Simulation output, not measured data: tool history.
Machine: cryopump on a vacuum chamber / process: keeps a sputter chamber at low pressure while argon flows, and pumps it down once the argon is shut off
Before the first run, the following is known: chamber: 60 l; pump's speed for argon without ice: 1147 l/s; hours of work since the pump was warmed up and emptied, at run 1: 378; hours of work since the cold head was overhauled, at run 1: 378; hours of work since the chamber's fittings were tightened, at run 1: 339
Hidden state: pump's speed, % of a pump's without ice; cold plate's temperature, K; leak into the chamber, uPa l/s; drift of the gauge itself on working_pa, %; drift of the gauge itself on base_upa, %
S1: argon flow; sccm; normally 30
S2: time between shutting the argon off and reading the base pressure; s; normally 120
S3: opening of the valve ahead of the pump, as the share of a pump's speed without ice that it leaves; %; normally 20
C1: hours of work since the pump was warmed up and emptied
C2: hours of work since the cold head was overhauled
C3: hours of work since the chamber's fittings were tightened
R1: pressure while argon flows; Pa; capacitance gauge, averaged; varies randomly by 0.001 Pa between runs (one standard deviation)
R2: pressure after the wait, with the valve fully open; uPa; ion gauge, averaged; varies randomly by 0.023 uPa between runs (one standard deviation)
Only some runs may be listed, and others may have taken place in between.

{"run": 1, "hour": 0.0, "S1": 30, "S2": 120, "S3": 20, "C1": 378, "C2": 378, "C3": 339, "R1": 0.2394, "R2": 1.07}
{"run": 2, "hour": 22.8, "S1": 30, "S2": 120, "S3": 20, "C1": 392, "C2": 392, "C3": 354, "R1": 0.2382, "R2": 1.12}
{"run": 3, "hour": 38.2, "S1": 30, "S2": 64, "S3": 20, "C1": 402, "C2": 402, "C3": 364, "R1": 0.2379, "R2": 1.57}
{"run": 4, "hour": 67.3, "S1": 30, "S2": 64, "S3": 20, "C1": 421, "C2": 421, "C3": 383, "R1": 0.2415, "R2": 1.59}
{"hour": 77.7, "done": "pump warmed up, emptied and cooled again"}
{"run": 5, "hour": 103.1, "S1": 30, "S2": 120, "S3": 20, "C1": 16, "C2": 441, "C3": 402, "R1": 0.221, "R2": 1.0}
{"run": 6, "hour": 126.5, "S1": 30, "S2": 120, "S3": 20, "C1": 32, "C2": 456, "C3": 418, "R1": 0.2222, "R2": 0.96}
{"run": 7, "hour": 157.5, "S1": 30, "S2": 153, "S3": 20, "C1": 52, "C2": 476, "C3": 438, "R1": 0.2214, "R2": 0.87}
{"run": 8, "hour": 186.4, "S1": 30, "S2": 120, "S3": 20, "C1": 70, "C2": 495, "C3": 456, "R1": 0.2229, "R2": 1.03}
{"run": 9, "hour": 204.7, "S1": 45, "S2": 46, "S3": 20, "C1": 82, "C2": 507, "C3": 468, "R1": 0.3386, "R2": 1.89}
{"run": 10, "hour": 233.8, "S1": 30, "S2": 120, "S3": 18, "C1": 101, "C2": 526, "C3": 487, "R1": 0.2485, "R2": 1.0}
{"run": 11, "hour": 254.5, "S1": 37, "S2": 31, "S3": 18, "C1": 114, "C2": 539, "C3": 500, "R1": 0.3087, "R2": 2.56}
{"run": 12, "hour": 272.8, "S1": 37, "S2": 31, "S3": 18, "C1": 126, "C2": 551, "C3": 512, "R1": 0.3105, "R2": 2.67}
{"run": 13, "hour": 290.0, "S1": 46, "S2": 120, "S3": 20, "C1": 137, "C2": 562, "C3": 523, "R1": 0.3456, "R2": 1.05}

Expected results for the next run?
{"run": 14, "hour": 311.5, "S1": 36, "S2": 26, "S3": 21, "C1": 151, "C2": 576, "C3": 537, "R1": "?", "R2": "?"}

{"run 14": {"R1": 0.2602, "R2": 2.97}}
With no hidden state in the tool, this same run would have given R1 0.2529 Pa, R2 2.71 uPa.
